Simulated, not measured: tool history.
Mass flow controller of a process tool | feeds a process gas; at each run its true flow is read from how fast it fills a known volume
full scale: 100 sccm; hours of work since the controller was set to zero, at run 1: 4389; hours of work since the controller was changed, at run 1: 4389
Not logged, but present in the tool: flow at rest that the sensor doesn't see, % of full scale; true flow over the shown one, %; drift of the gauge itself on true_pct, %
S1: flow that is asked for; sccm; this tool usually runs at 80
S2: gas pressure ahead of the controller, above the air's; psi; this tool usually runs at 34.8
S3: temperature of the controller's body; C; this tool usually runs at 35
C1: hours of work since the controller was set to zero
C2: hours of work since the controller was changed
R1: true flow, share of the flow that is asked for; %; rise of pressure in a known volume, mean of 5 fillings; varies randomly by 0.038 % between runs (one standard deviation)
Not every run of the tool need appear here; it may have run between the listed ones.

run 1 hour=0.0 | S1=80 S2=34.8 S3=35 | C1=4389 C2=4389 | R1=100.68
run 2 hour=503.4 | S1=80 S2=34.8 S3=35 | C1=4685 C2=4685 | R1=100.75
run 3 hour=865.8 | S1=22 S2=34.8 S3=35 | C1=4899 C2=4899 | R1=102.44
run 4 hour=1351.0 | S1=22 S2=34.8 S3=35 | C1=5184 C2=5184 | R1=102.57
run 5 hour=1669.8 | S1=22 S2=34.8 S3=37 | C1=5372 C2=5372 | R1=102.94
run 6 hour=1917.2 | S1=80 S2=34.8 S3=35 | C1=5518 C2=5518 | R1=100.77
run 7 hour=2332.3 | S1=80 S2=34.8 S3=35 | C1=5762 C2=5762 | R1=100.79
run 8 hour=2673.5 | S1=80 S2=34.8 S3=35 | C1=5963 C2=5963 | R1=100.72
run 9 hour=2906.4 | S1=80 S2=34.8 S3=35 | C1=6100 C2=6100 | R1=100.76
run 10 hour=3410.0 | S1=80 S2=34.8 S3=35 | C1=6397 C2=6397 | R1=100.75
run 11 hour=3659.6 | S1=80 S2=34.8 S3=35 | C1=6544 C2=6544 | R1=100.72
-- hour=3933.7 controller exchanged for a calibrated one
run 12 hour=4002.7 | S1=80 S2=34.8 S3=32 | C1=41 C2=41 | R1=100.43
run 13 hour=4480.2 | S1=80 S2=34.8 S3=32 | C1=322 C2=322 | R1=100.51
run 14 hour=4809.1 | S1=11 S2=34.8 S3=26 | C1=516 C2=516 | R1=99.69
run 15 hour=5056.3 | S1=11 S2=34.8 S3=28 | C1=661 C2=661 | R1=100.04
run 16 hour=5516.8 | S1=11 S2=34.8 S3=28 | C1=932 C2=932 | R1=100.32
run 17 hour=6068.7 | S1=80 S2=33.4 S3=35 | C1=1257 C2=1257 | R1=100.95
run 18 hour=6426.9 | S1=82 S2=34.8 S3=35 | C1=1468 C2=1468 | R1=100.81
run 19 hour=6837.6 | S1=42 S2=29.2 S3=28 | C1=1710 C2=1710 | R1=100.07
run 20 hour=7062.3 | S1=42 S2=29.2 S3=28 | C1=1842 C2=1842 | R1=100.15
run 21 hour=7410.5 | S1=12 S2=37.4 S3=21 | C1=2048 C2=2048 | R1=100.60

Here are 4 independent what-if runs from the current tool condition. What would each one return?
run A hour=7715.6 | S1=12 S2=37.4 S3=20 | C1=2227 C2=2227 | R1=?
run B hour=7715.6 | S1=84 S2=28.3 S3=29 | C1=2227 C2=2227 | R1=?
run C hour=7715.6 | S1=29 S2=20.5 S3=22 | C1=2227 C2=2227 | R1=?
run D hour=7715.6 | S1=13 S2=34.8 S3=31 | C1=2227 C2=2227 | R1=?

run=A R1=100.73
run=B R1=100.52
run=C R1=100.06
run=D R1=101.80
With the hidden condition removed and each run's random variation left untouched, the same runs would have given:
run=A R1=97.67
run=B R1=100.18
run=C R1=98.86
run=D R1=98.98
